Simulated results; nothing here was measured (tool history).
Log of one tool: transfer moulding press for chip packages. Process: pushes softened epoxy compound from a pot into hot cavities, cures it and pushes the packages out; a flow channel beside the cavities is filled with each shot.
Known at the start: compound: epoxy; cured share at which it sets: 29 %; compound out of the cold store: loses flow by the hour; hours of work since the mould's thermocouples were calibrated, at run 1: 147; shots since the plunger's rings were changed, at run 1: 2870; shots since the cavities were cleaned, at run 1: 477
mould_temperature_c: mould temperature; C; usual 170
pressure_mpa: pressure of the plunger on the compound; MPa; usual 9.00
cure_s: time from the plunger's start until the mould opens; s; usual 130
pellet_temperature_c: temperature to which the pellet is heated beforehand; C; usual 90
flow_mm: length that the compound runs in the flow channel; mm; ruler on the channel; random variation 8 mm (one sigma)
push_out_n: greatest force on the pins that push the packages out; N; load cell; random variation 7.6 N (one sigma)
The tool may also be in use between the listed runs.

run,hour,mould_temperature_c,pressure_mpa,cure_s,pellet_temperature_c,hours of work since the mould's thermocouples were calibrated,shots since the plunger's rings were changed,shots since the cavities were cleaned,incoming compound's hours out of the cold store,flow_mm,push_out_n
1,0.0,170,9.00,130,90,147,2870,477,13.4,968,453
2,12.4,170,9.00,130,90,152,2943,550,29.7,882,414
3,23.0,170,9.00,122,90,156,3006,613,36.1,843,478
4,35.4,170,9.00,130,87,161,3080,687,18.1,931,456
# hour 47.8: cavities cleaned with cleaning compound and waxed
5,52.4,170,9.00,130,87,167,3171,27,29.7,882,323
6,70.1,170,9.00,117,90,175,3276,132,33.0,858,403
7,88.6,170,9.00,117,90,182,3385,241,20.0,913,456
8,102.5,170,9.00,117,90,188,3468,324,42.2,811,474
9,119.2,170,9.00,130,90,195,3567,423,33.1,854,403
10,132.9,170,9.00,130,90,200,3648,504,33.3,843,415
11,142.7,170,9.00,130,90,204,3706,562,13.5,940,451
12,158.4,170,9.00,130,90,210,3799,655,36.8,828,444
13,170.4,170,10.24,130,90,215,3870,726,11.4,1024,463
# hour 176.9: cavities cleaned with cleaning compound and waxed
14,186.8,170,10.24,130,90,221,3959,59,14.7,1002,349
# hour 189.7: mould's thermocouples calibrated
# hour 201.6: plunger's sealing rings changed
15,201.6,170,10.24,133,90,4,0,119,27.2,991,334
16,216.7,170,10.24,133,90,10,90,209,47.1,878,342
17,224.5,170,10.24,133,90,13,136,255,26.4,987,352
18,234.0,170,9.65,130,90,17,192,311,11.8,1060,404
19,247.8,170,9.65,130,90,23,274,393,24.9,967,389
20,256.0,171,8.34,119,89,26,323,442,33.4,850,446
21,266.2,171,8.34,119,89,30,383,502,27.4,889,459
# hour 280.5: mould's thermocouples calibrated, once more
22,286.0,171,8.34,119,89,2,488,607,36.8,847,485
23,300.7,167,8.72,130,90,8,576,695,40.3,848,567
# hour 312.1: cavities cleaned with cleaning compound and waxed
24,317.8,167,8.72,130,90,15,668,34,11.4,1027,445
25,326.0,170,9.13,130,90,18,716,82,43.6,856,339
26,338.2,173,9.00,130,90,23,788,154,17.0,960,321
27,349.8,163,9.00,130,92,28,857,223,36.6,905,638
28,362.9,163,9.00,135,98,33,935,301,20.7,1003,657
29,377.7,163,9.00,135,98,39,1023,389,22.3,987,658

4 ways to go on from here, each from the tool as it stands after run 29. What would each give?
A,391.7,166,7.38,116,98,45,1105,471,19.4,?,?
B,391.7,163,9.00,168,90,45,1105,471,24.8,?,?
C,391.7,177,9.00,134,91,45,1105,471,11.0,?,?
D,391.7,163,9.00,135,87,45,1105,471,38.7,?,?

run,flow_mm,push_out_n
A,887,775
B,974,446
C,974,354
D,905,644
Without the tool's hidden state the same runs would have given:
run,flow_mm,push_out_n
A,909,580
B,998,332
C,998,263
D,927,483
